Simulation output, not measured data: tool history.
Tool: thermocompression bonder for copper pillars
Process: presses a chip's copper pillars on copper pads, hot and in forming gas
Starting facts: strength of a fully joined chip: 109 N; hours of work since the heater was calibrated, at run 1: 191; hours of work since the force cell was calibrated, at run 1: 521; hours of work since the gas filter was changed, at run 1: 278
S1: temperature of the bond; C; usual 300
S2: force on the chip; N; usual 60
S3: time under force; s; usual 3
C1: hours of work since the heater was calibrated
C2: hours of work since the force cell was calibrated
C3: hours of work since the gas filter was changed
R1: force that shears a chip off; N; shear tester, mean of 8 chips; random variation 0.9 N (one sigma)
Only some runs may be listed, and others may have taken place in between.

run 1 hour=0.0 | S1=300 S2=60 S3=3 | C1=191 C2=521 C3=278 | R1=73.7
run 2 hour=19.4 | S1=300 S2=60 S3=3 | C1=201 C2=531 C3=287 | R1=76.6
run 3 hour=36.6 | S1=300 S2=86 S3=3 | C1=209 C2=539 C3=296 | R1=86.2
run 4 hour=49.7 | S1=300 S2=56 S3=3 | C1=216 C2=546 C3=303 | R1=72.3
run 5 hour=61.6 | S1=300 S2=56 S3=3 | C1=222 C2=552 C3=309 | R1=71.0
-- hour=69.5 forming gas filter changed
run 6 hour=72.5 | S1=300 S2=56 S3=3 | C1=227 C2=557 C3=1 | R1=73.3
run 7 hour=96.9 | S1=300 S2=56 S3=3 | C1=239 C2=569 C3=14 | R1=73.1
run 8 hour=114.6 | S1=300 S2=56 S3=3 | C1=248 C2=578 C3=23 | R1=73.1
run 9 hour=140.5 | S1=300 S2=56 S3=3 | C1=261 C2=591 C3=36 | R1=70.5
run 10 hour=156.0 | S1=300 S2=56 S3=3 | C1=269 C2=599 C3=43 | R1=72.4
run 11 hour=175.5 | S1=300 S2=60 S3=3 | C1=279 C2=609 C3=53 | R1=75.3
run 12 hour=193.2 | S1=300 S2=60 S3=3 | C1=288 C2=618 C3=62 | R1=75.2
run 13 hour=211.7 | S1=305 S2=60 S3=3 | C1=297 C2=627 C3=71 | R1=78.6
run 14 hour=228.2 | S1=305 S2=46 S3=3 | C1=305 C2=635 C3=80 | R1=68.8
run 15 hour=244.9 | S1=305 S2=46 S3=3 | C1=314 C2=644 C3=88 | R1=69.6
run 16 hour=261.7 | S1=305 S2=46 S3=3 | C1=322 C2=652 C3=97 | R1=68.7
run 17 hour=275.1 | S1=305 S2=46 S3=3 | C1=329 C2=659 C3=103 | R1=68.0
run 18 hour=292.8 | S1=305 S2=46 S3=2 | C1=338 C2=668 C3=112 | R1=61.2
run 19 hour=318.0 | S1=275 S2=42 S3=3 | C1=351 C2=680 C3=125 | R1=48.4
run 20 hour=335.4 | S1=275 S2=42 S3=3 | C1=359 C2=689 C3=134 | R1=48.1
run 21 hour=347.5 | S1=319 S2=50 S3=2 | C1=365 C2=695 C3=140 | R1=71.4
run 22 hour=359.0 | S1=293 S2=69 S3=2 | C1=371 C2=701 C3=146 | R1=68.2
run 23 hour=371.5 | S1=293 S2=54 S3=2 | C1=378 C2=707 C3=152 | R1=58.7
run 24 hour=384.1 | S1=293 S2=54 S3=2 | C1=384 C2=714 C3=158 | R1=60.3
run 25 hour=394.5 | S1=293 S2=54 S3=2 | C1=389 C2=719 C3=163 | R1=59.5
run 26 hour=419.1 | S1=303 S2=78 S3=3 | C1=402 C2=731 C3=176 | R1=84.8
run 27 hour=444.7 | S1=303 S2=78 S3=3 | C1=414 C2=744 C3=189 | R1=84.6
run 28 hour=467.3 | S1=274 S2=44 S3=3 | C1=426 C2=756 C3=200 | R1=49.6
run 29 hour=488.7 | S1=300 S2=52 S3=2 | C1=437 C2=766 C3=211 | R1=63.2
run 30 hour=512.2 | S1=301 S2=47 S3=8 | C1=448 C2=778 C3=223 | R1=85.5
run 31 hour=533.8 | S1=300 S2=46 S3=3 | C1=459 C2=789 C3=234 | R1=66.3

Describe how what the log doesn't record of the tool's condition differs between the last listed run preceding each entry between runs and the first listed run following it.
After run 5, before run 6: forming gas filter changed (hour 69.5)
  oxide that the forming gas leaves, % of the face: 0.94 -> 0.5
